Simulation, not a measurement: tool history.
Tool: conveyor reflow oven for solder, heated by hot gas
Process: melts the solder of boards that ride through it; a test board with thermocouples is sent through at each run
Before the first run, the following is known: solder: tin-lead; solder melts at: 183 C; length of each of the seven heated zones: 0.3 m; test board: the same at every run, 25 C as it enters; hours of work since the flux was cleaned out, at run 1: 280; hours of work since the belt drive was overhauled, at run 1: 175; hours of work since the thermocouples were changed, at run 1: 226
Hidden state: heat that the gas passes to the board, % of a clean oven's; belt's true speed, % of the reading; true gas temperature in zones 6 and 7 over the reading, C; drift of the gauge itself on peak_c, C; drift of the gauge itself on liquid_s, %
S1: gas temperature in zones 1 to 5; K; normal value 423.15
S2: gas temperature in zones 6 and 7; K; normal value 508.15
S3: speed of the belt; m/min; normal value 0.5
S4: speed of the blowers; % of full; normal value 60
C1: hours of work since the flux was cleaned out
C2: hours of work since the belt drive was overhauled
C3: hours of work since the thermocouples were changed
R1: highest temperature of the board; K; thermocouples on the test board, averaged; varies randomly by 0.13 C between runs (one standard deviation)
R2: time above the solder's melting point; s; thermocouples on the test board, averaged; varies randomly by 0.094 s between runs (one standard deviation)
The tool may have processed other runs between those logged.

| run | hour | S1 | S2 | S3 | S4 | C1 | C2 | C3 | R1 | R2 |
|---|---|---|---|---|---|---|---|---|---|---|
| 1 | 0 | 423.15 | 508.15 | 0.5 | 60 | 280 | 175 | 226 | 486.85 | 54.54 |
|  | 12.1 | flux residue cleaned out of gas plates and filters |
| 2 | 17.4 | 423.15 | 508.15 | 0.5 | 60 | 4 | 183 | 235 | 488.25 | 56.17 |
| 3 | 38 | 423.15 | 508.15 | 0.5 | 60 | 18 | 197 | 249 | 488.15 | 56.13 |
| 4 | 51 | 423.15 | 508.15 | 0.5 | 60 | 26 | 206 | 257 | 488.15 | 56.07 |
| 5 | 71.5 | 423.15 | 508.15 | 0.5 | 60 | 40 | 220 | 271 | 488.35 | 56.11 |
| 6 | 97.5 | 423.15 | 508.15 | 0.5 | 60 | 58 | 238 | 289 | 488.25 | 55.87 |
| 7 | 113.5 | 423.15 | 508.15 | 0.5 | 60 | 69 | 248 | 300 | 488.05 | 55.79 |
| 8 | 129.2 | 423.15 | 508.15 | 0.5 | 60 | 79 | 259 | 310 | 487.95 | 55.74 |
| 9 | 150.1 | 423.15 | 508.15 | 0.5 | 60 | 93 | 273 | 324 | 487.85 | 55.63 |
| 10 | 171.9 | 423.15 | 508.15 | 0.5 | 60 | 108 | 288 | 339 | 487.95 | 55.68 |
| 11 | 198.8 | 423.15 | 508.15 | 0.5 | 60 | 126 | 306 | 357 | 487.65 | 55.28 |
| 12 | 219.3 | 423.15 | 508.15 | 0.5 | 60 | 140 | 320 | 371 | 487.65 | 55.4 |
| 13 | 240.2 | 423.15 | 508.15 | 0.5 | 60 | 154 | 334 | 385 | 487.65 | 55.27 |
| 14 | 259.1 | 423.15 | 508.15 | 0.5 | 60 | 167 | 347 | 398 | 487.25 | 55.34 |
| 15 | 271.2 | 423.15 | 508.15 | 0.454 | 68 | 175 | 355 | 406 | 492.65 | 66.47 |
|  | 276.9 | belt drive overhauled, speed set with a stopwatch |
| 16 | 292.2 | 423.15 | 508.15 | 0.529 | 77 | 187 | 10 | 418 | 490.65 | 54.96 |
| 17 | 306.4 | 423.15 | 508.15 | 0.529 | 77 | 196 | 20 | 427 | 490.35 | 55.09 |
| 18 | 328.1 | 411.15 | 508.15 | 0.529 | 77 | 211 | 35 | 442 | 487.85 | 48.96 |
| 19 | 345.9 | 414.15 | 518.15 | 0.458 | 52 | 223 | 47 | 454 | 493.65 | 61.97 |
| 20 | 369.3 | 414.15 | 518.15 | 0.458 | 52 | 239 | 62 | 470 | 493.15 | 61.95 |
| 21 | 389.8 | 414.15 | 518.15 | 0.458 | 52 | 253 | 76 | 484 | 493.35 | 61.69 |
| 22 | 414.1 | 414.15 | 518.15 | 0.458 | 52 | 269 | 93 | 500 | 493.35 | 61.71 |
|  | 435.1 | belt drive overhauled, speed set with a stopwatch, once more |
|  | 447.2 | flux residue cleaned out of gas plates and filters |
| 23 | 448.1 | 418.15 | 508.15 | 0.5 | 87 | 1 | 5 | 517 | 493.75 | 59.03 |
| 24 | 475.5 | 425.15 | 508.15 | 0.501 | 87 | 19 | 24 | 536 | 494.75 | 62.08 |
| 25 | 487.4 | 425.15 | 504.15 | 0.501 | 85 | 27 | 32 | 544 | 490.65 | 59.54 |
| 26 | 499.5 | 420.15 | 501.15 | 0.489 | 84 | 35 | 40 | 552 | 487.65 | 56.82 |
| 27 | 516.2 | 416.15 | 500.15 | 0.437 | 60 | 47 | 51 | 563 | 483.25 | 57.28 |
| 28 | 541.2 | 426.15 | 508.15 | 0.5 | 77 | 64 | 68 | 580 | 492.55 | 61 |

How the hidden state differs across the entries between the runs, from the last listed run before each to the first after it:
Run 1 -> run 2: flux residue cleaned out of gas plates and filters (hour 12.1)
  heat that the gas passes to the board, % of a clean oven's: 93.3 -> 99.8; belt's true speed, % of the reading: 99.75 -> 99.74; true gas temperature in zones 6 and 7 over the reading, C: -0.45 -> -0.46
  measured less the result without the state, R1: -1.8 -> -0.4 K; R2: -1.6 -> -0.11 s
Run 15 -> run 16: belt drive overhauled, speed set with a stopwatch (hour 276.9)
  heat that the gas passes to the board, % of a clean oven's: 96 -> 95.7; belt's true speed, % of the reading: 99.52 -> 99.33; true gas temperature in zones 6 and 7 over the reading, C: -0.83 -> -0.86
  measured less the result without the state, R1: -1.4 -> -1.6 K; R2: -0.77 -> -0.83 s
Run 22 -> run 23: belt drive overhauled, speed set with a stopwatch, once more (hour 435.1); flux residue cleaned out of gas plates and filters (hour 447.2)
  heat that the gas passes to the board, % of a clean oven's: 93.9 -> 98.9; belt's true speed, % of the reading: 99.22 -> 100.01; true gas temperature in zones 6 and 7 over the reading, C: -1.03 -> -1.07
  measured less the result without the state, R1: -1.9 -> -1.3 K; R2: -1.06 -> -0.78 s

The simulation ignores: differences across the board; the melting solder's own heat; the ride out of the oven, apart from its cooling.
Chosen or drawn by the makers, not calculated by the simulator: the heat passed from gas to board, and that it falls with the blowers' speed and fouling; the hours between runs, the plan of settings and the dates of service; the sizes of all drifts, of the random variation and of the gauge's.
